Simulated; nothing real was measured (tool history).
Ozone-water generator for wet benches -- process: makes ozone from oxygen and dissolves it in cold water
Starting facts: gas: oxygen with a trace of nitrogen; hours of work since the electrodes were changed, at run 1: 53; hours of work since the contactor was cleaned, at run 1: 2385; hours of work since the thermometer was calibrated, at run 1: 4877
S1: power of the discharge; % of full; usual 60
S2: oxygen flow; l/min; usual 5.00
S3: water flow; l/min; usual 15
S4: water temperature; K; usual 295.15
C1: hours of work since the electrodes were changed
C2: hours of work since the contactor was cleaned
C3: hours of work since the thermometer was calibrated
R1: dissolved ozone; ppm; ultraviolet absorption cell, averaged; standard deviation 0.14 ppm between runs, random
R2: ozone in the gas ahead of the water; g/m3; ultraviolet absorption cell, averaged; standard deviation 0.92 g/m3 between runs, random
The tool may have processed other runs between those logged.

run,hour,S1,S2,S3,S4,C1,C2,C3,R1,R2
1,0.0,60,5.00,15,295.15,53,2385,4877,16.0,151.5
2,38.0,60,5.00,15,295.15,79,2411,4903,16.0,152.0
3,70.8,60,5.00,15,295.15,101,2433,4925,16.0,153.0
4,112.3,60,5.00,15,295.15,130,2462,4953,16.4,151.0
5,134.1,60,5.00,15,295.15,145,2476,4968,16.4,152.8
6,155.3,60,5.00,15,295.15,159,2491,4983,16.2,151.5
7,190.1,60,7.98,15,295.15,183,2515,5007,16.7,129.6
8,219.1,60,7.98,15,295.15,203,2535,5027,16.3,129.1
9,245.0,60,7.98,15,295.15,221,2552,5044,16.4,129.2
10,270.1,60,7.98,15,295.15,238,2570,5061,16.5,128.8
11,292.1,60,7.98,15,298.15,253,2585,5076,15.5,128.9
12,321.3,48,5.00,15,295.15,273,2605,5096,13.4,125.9
13,350.4,48,5.00,15,295.15,293,2624,5116,13.4,127.6
14,380.1,48,5.00,15,295.15,313,2645,5137,13.4,127.3
15,414.3,60,8.27,15,295.15,337,2668,5160,16.6,126.5
16,448.5,60,8.27,15,295.15,360,2692,5183,16.6,127.7
17,485.5,60,8.27,15,295.15,385,2717,5209,16.5,127.3
18,506.4,75,8.27,15,291.15,400,2731,5223,21.8,152.7
19,549.0,75,8.27,15,291.15,429,2760,5252,21.1,153.0
20,581.2,75,8.27,15,291.15,451,2782,5274,21.1,151.0
21,600.8,60,3.16,15,294.15,464,2796,5288,15.1,178.8
22,626.8,60,3.16,15,294.15,482,2814,5305,15.1,179.2
23,646.3,70,5.00,15,290.15,495,2827,5319,19.6,172.4
24,671.0,70,5.00,15,291.15,512,2844,5336,19.5,172.1
25,692.8,76,5.00,22,291.15,527,2859,5351,15.6,184.4
26,728.6,53,7.81,21,295.15,552,2883,5375,12.1,116.8
27,755.7,53,7.81,21,295.15,570,2902,5394,12.2,116.3
28,775.1,60,4.57,10,297.15,583,2915,5407,19.3,155.9
29,797.5,60,4.57,10,301.15,599,2930,5422,17.8,155.8
30,817.3,60,7.45,10,301.15,612,2944,5436,16.9,132.0
31,860.4,60,5.65,21,295.15,642,2973,5465,12.8,145.2
32,880.8,42,5.00,14,295.15,656,2987,5479,12.5,114.2

4 ways to go on from here, each from the tool as it stands after run 32. What would each give?
A,900.8,60,5.00,14,295.15,669,3001,5493,?,?
B,900.8,40,2.60,14,290.15,669,3001,5493,?,?
C,900.8,42,5.66,14,295.15,669,3001,5493,?,?
D,900.8,60,5.15,15,294.15,669,3001,5493,?,?

run,R1,R2
A,16.4,151.2
B,11.3,137.8
C,12.5,109.9
D,16.0,149.8
Without the tool's unlogged condition, the same runs would have read:
run,R1,R2
A,17.5,153.8
B,11.9,139.3
C,13.2,111.1
D,17.0,152.4
